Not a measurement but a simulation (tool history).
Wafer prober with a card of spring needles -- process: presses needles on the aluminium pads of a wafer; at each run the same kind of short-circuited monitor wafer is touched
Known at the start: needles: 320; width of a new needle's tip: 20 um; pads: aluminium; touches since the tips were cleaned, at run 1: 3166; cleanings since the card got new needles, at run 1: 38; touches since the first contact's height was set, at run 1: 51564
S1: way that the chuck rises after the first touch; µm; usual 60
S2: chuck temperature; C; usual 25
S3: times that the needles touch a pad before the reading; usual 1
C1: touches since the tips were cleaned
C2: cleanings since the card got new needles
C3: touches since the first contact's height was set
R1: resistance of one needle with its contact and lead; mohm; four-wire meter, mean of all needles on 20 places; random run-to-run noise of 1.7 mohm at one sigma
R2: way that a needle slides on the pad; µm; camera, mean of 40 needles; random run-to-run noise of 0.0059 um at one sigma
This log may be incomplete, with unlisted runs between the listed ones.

run,day,S1,S2,S3,C1,C2,C3,R1,R2
1,0.000,60,25,1,3166,38,51564,179,7.646
# day 0.325: tips cleaned on abrasive film
2,0.525,60,25,3,2411,39,57846,180,7.640
# day 0.804: height of the first contact set anew
# day 0.917: tips cleaned on abrasive film
3,1.100,60,25,3,2228,40,3524,178,7.634
# day 1.500: tips cleaned on abrasive film
4,1.658,60,25,3,1917,41,10248,184,7.616
5,2.029,60,25,3,6404,41,14735,179,7.613
# day 2.088: tips cleaned on abrasive film
6,2.425,60,25,3,4108,42,19466,178,7.611
# day 2.696: tips cleaned on abrasive film
7,2.812,73,25,1,1445,43,24111,175,9.243
# day 3.283: tips cleaned on abrasive film
8,3.429,44,25,1,1767,44,31483,182,5.558

Run 9 is up next; what results do you expect?
9,3.825,60,52,1,6597,44,36313,?,?

Run 9 came out at R1 185 mohm, R2 7.568 µm.
Minus the tool's unlogged condition, the same run would have read R1 184 mohm, R2 7.645 µm.
